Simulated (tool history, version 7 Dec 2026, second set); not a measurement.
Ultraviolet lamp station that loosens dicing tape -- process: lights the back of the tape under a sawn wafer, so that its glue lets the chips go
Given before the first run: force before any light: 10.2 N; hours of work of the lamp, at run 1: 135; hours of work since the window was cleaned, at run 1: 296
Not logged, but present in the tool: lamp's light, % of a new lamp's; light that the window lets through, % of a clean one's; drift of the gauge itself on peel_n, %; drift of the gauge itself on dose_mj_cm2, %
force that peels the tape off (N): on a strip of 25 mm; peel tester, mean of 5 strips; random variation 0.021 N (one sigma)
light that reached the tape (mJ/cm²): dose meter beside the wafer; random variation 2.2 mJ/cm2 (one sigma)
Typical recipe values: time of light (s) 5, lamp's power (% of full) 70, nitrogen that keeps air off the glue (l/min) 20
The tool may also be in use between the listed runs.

| run | hour | time of light (s) | lamp's power (% of full) | nitrogen that keeps air off the glue (l/min) | hours of work of the lamp | hours of work since the window was cleaned | force that peels the tape off (N) | light that reached the tape (mJ/cm²) |
|---|---|---|---|---|---|---|---|---|
| 1 | 0 | 5 | 70 | 20 | 135 | 296 | 1.259 | 159 |
| 2 | 5.4 | 5 | 72 | 20 | 138 | 299 | 1.228 | 165 |
| 3 | 16.9 | 5 | 72 | 20 | 144 | 305 | 1.281 | 165 |
| 4 | 25 | 5 | 72 | 20 | 148 | 309 | 1.28 | 163 |
| 5 | 30.8 | 6 | 70 | 20 | 151 | 312 | 0.95 | 191 |
| 6 | 42 | 6 | 70 | 20 | 157 | 317 | 0.965 | 187 |
| 7 | 50 | 6 | 70 | 14 | 161 | 321 | 1.205 | 190 |
| 8 | 61.9 | 6 | 70 | 14 | 167 | 327 | 1.268 | 194 |
| 9 | 68.1 | 5 | 70 | 20 | 170 | 331 | 1.313 | 158 |
| 10 | 74 | 5 | 70 | 20 | 173 | 334 | 1.369 | 158 |
| 11 | 79.1 | 5 | 70 | 20 | 175 | 336 | 1.347 | 157 |
| 12 | 87.7 | 5 | 70 | 20 | 180 | 341 | 1.354 | 157 |
| 13 | 98.3 | 5 | 70 | 20 | 185 | 346 | 1.358 | 157 |
|  | 106.3 | window cleaned of glue's vapour |
| 14 | 108.6 | 5 | 70 | 20 | 190 | 1 | 1.444 | 157 |
| 15 | 119.9 | 5 | 70 | 8 | 196 | 7 | 2.542 | 152 |
| 16 | 131.8 | 5 | 70 | 9 | 202 | 13 | 2.368 | 154 |
| 17 | 140.5 | 5 | 70 | 9 | 206 | 17 | 2.431 | 152 |
| 18 | 153 | 5 | 70 | 12 | 213 | 24 | 2.018 | 152 |
|  | 157.6 | window cleaned of glue's vapour, once more |
| 19 | 162.9 | 5 | 70 | 33 | 218 | 3 | 0.824 | 176 |
| 20 | 168.5 | 5 | 70 | 33 | 220 | 6 | 0.819 | 171 |
| 21 | 180.8 | 5 | 70 | 17 | 227 | 12 | 1.324 | 174 |
| 22 | 185.8 | 5 | 70 | 20 | 229 | 14 | 1.141 | 177 |
| 23 | 193.3 | 5 | 70 | 25 | 233 | 18 | 1.012 | 175 |
| 24 | 205.4 | 5 | 70 | 25 | 239 | 24 | 1 | 173 |
| 25 | 217.3 | 5 | 77 | 24 | 245 | 30 | 0.859 | 185 |
| 26 | 225.3 | 9 | 78 | 36 | 249 | 34 | 0.281 | 347 |
| 27 | 236.3 | 9 | 82 | 36 | 255 | 40 | 0.274 | 365 |
| 28 | 242.7 | 2 | 70 | 23 | 258 | 43 | 3.932 | 69 |
| 29 | 253.5 | 4 | 70 | 29 | 264 | 49 | 1.403 | 139 |
| 30 | 265.9 | 4 | 64 | 29 | 270 | 55 | 1.632 | 120 |
| 31 | 274.9 | 3 | 70 | 7 | 274 | 60 | 4.217 | 99 |
| 32 | 281.4 | 3 | 70 | 7 | 278 | 63 | 4.269 | 104 |
| 33 | 293.3 | 7 | 77 | 20 | 284 | 69 | 0.514 | 260 |
| 34 | 299.9 | 6 | 81 | 8 | 287 | 72 | 1.288 | 234 |
| 35 | 309.1 | 6 | 81 | 8 | 292 | 77 | 1.282 | 235 |
| 36 | 318.7 | 2 | 97 | 35 | 297 | 82 | 2.35 | 91 |
| 37 | 327.2 | 5 | 73 | 8 | 301 | 86 | 2.085 | 176 |
| 38 | 334 | 9 | 95 | 27 | 305 | 90 | 0.252 | 404 |
| 39 | 343.2 | 9 | 77 | 22 | 309 | 94 | 0.335 | 330 |
| 40 | 355.4 | 2 | 66 | 20 | 315 | 101 | 4.488 | 63 |
| 41 | 367.2 | 4 | 62 | 9 | 321 | 107 | 3.184 | 117 |
| 42 | 378.1 | 4 | 62 | 9 | 327 | 112 | 3.163 | 118 |
| 43 | 384.4 | 5 | 60 | 10 | 330 | 115 | 2.443 | 139 |

What would each run have given without the hidden state, its run-to-run variation left as it was?
| run | force that peels the tape off (N) | light that reached the tape (mJ/cm²) |
|---|---|---|
| 1 | 0.993 | 180 |
| 2 | 0.96 | 187 |
| 3 | 0.998 | 188 |
| 4 | 0.993 | 186 |
| 5 | 0.727 | 219 |
| 6 | 0.731 | 216 |
| 7 | 0.921 | 219 |
| 8 | 0.964 | 223 |
| 9 | 0.997 | 183 |
| 10 | 1.039 | 183 |
| 11 | 1.019 | 182 |
| 12 | 1.022 | 183 |
| 13 | 1.02 | 183 |
| 14 | 1.031 | 188 |
| 15 | 1.952 | 182 |
| 16 | 1.788 | 185 |
| 17 | 1.831 | 184 |
| 18 | 1.47 | 184 |
| 19 | 0.75 | 185 |
| 20 | 0.742 | 180 |
| 21 | 1.203 | 183 |
| 22 | 1.031 | 186 |
| 23 | 0.907 | 185 |
| 24 | 0.892 | 183 |
| 25 | 0.761 | 197 |
| 26 | 0.272 | 369 |
| 27 | 0.267 | 390 |
| 28 | 3.684 | 74 |
| 29 | 1.235 | 149 |
| 30 | 1.439 | 130 |
| 31 | 3.937 | 108 |
| 32 | 3.98 | 112 |
| 33 | 0.444 | 281 |
| 34 | 1.104 | 254 |
| 35 | 1.096 | 256 |
| 36 | 2.073 | 100 |
| 37 | 1.818 | 192 |
| 38 | 0.244 | 443 |
| 39 | 0.303 | 362 |
| 40 | 4.129 | 69 |
| 41 | 2.839 | 129 |
| 42 | 2.811 | 130 |
| 43 | 2.109 | 155 |

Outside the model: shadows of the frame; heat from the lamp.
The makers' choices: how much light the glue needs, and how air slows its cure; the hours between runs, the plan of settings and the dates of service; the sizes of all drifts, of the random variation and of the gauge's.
